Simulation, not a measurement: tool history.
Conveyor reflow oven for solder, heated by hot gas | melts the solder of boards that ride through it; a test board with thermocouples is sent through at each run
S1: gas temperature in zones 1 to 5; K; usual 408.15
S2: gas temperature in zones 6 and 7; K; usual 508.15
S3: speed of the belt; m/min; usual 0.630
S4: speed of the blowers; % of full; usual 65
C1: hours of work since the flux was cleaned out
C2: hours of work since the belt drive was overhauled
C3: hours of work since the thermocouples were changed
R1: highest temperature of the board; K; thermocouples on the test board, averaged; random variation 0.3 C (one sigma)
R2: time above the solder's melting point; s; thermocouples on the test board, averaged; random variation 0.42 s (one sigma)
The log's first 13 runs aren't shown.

run,hour,S1,S2,S3,S4,C1,C2,C3,R1,R2
14,144.6,408.15,508.15,0.506,65,126,372,464,502.25,82.6
15,153.0,408.15,500.15,0.630,65,132,378,470,489.35,56.9
16,161.9,415.15,500.15,0.630,65,139,385,477,490.35,59.4
17,174.0,408.15,508.15,0.561,87,148,394,486,502.15,75.4
18,180.5,408.15,507.15,0.630,78,153,399,491,497.45,62.2
19,190.2,408.15,497.15,0.630,70,160,406,498,487.75,55.2
20,199.1,408.15,497.15,0.630,70,167,413,505,487.45,55.1
21,205.7,408.15,512.15,0.630,64,172,418,510,500.15,63.6
# hour 214.1: flux residue cleaned out of gas plates and filters
22,223.0,408.15,503.15,0.566,65,7,427,519,495.25,68.7
23,230.2,408.15,508.15,0.705,68,12,432,524,495.45,53.6
24,242.3,404.15,507.15,0.502,69,21,441,533,502.85,82.6
25,256.7,395.15,508.15,0.630,54,32,452,544,493.45,55.7
# hour 265.1: thermocouples of zones 6 and 7 changed
26,268.2,399.15,508.15,0.539,64,39,459,2,498.55,70.4
27,274.8,408.15,522.15,0.630,65,44,464,7,508.05,68.0
28,281.7,408.15,522.15,0.630,65,49,470,12,508.65,67.7
29,294.9,408.15,521.15,0.512,65,59,480,22,512.85,86.3
30,308.6,408.15,502.15,0.715,55,70,490,33,484.35,44.1
31,320.7,408.15,502.15,0.715,55,79,499,42,484.05,44.6
32,328.6,408.15,502.15,0.715,55,85,505,48,483.45,44.7

Forecast each of these 3 alternatives for the next run:
A,342.5,408.15,502.15,0.715,55,95,515,58,?,?
B,342.5,408.15,508.15,0.755,78,95,515,58,?,?
C,342.5,396.15,502.15,0.715,55,95,515,58,?,?

run,R1,R2
A,483.65,45.0
B,492.15,48.5
C,481.45,38.5
Without the tool's hidden state the same runs would have given:
run,R1,R2
A,484.25,45.3
B,493.05,48.7
C,482.15,38.9
